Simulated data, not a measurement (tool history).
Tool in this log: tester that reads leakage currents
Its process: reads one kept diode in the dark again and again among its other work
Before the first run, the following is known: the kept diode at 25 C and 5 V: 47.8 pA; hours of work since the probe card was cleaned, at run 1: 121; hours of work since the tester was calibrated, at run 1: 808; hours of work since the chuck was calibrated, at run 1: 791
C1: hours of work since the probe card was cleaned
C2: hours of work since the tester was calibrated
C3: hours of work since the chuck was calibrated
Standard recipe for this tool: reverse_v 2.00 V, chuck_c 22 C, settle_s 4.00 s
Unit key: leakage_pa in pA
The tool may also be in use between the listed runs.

Run 1, hour 0.0: usual settings; C1 121; C2 808; C3 791. Result: leakage_pa 22.39 pA.
Run 2, hour 18.4: usual settings; C1 128; C2 815; C3 799. Result: leakage_pa 22.39 pA.
Run 3, hour 38.2: usual settings; C1 136; C2 823; C3 807. Result: leakage_pa 22.29 pA.
Run 4, hour 62.3: usual settings; C1 146; C2 833; C3 816. Result: leakage_pa 22.20 pA.
Run 5, hour 94.3: usual settings; C1 159; C2 846; C3 829. Result: leakage_pa 22.28 pA.
Run 6, hour 110.1: usual settings but settle_s 0.44 s; C1 165; C2 852; C3 836. Result: leakage_pa 23.96 pA.
Run 7, hour 137.4: usual settings but settle_s 2.64 s; C1 176; C2 863; C3 847. Result: leakage_pa 22.37 pA.
Run 8, hour 153.3: usual settings but settle_s 2.64 s; C1 183; C2 870; C3 853. Result: leakage_pa 22.39 pA.
Run 9, hour 166.9: usual settings but settle_s 2.64 s; C1 188; C2 875; C3 859. Result: leakage_pa 22.52 pA.
Run 10, hour 186.2: usual settings but reverse_v 3.75 V; C1 196; C2 883; C3 867. Result: leakage_pa 31.50 pA.
Run 11, hour 211.6: usual settings but reverse_v 3.75 V; C1 206; C2 893; C3 877. Result: leakage_pa 31.41 pA.
Run 12, hour 227.8: usual settings but reverse_v 3.75 V; C1 213; C2 900; C3 883. Result: leakage_pa 31.33 pA.
Run 13, hour 256.5: usual settings but reverse_v 3.75 V, chuck_c 52 C, settle_s 1.04 s; C1 225; C2 912; C3 895. Result: leakage_pa 249.26 pA.
At hour 259.8: chuck's temperature calibrated.
Run 14, hour 277.0: usual settings but reverse_v 1.00 V, settle_s 1.70 s; C1 232; C2 919; C3 7. Result: leakage_pa 15.05 pA.

For run 15, what comes out?
Run 15, hour 308.4: usual settings but reverse_v 11.23 V; C1 245; C2 932; C3 20. Result: leakage_pa ?.

{"run 15": {"leakage_pa": 56.74}}
Take away the tool's hidden state, keep the run-to-run variation as it was, and the same run would have given leakage_pa 60.49 pA.

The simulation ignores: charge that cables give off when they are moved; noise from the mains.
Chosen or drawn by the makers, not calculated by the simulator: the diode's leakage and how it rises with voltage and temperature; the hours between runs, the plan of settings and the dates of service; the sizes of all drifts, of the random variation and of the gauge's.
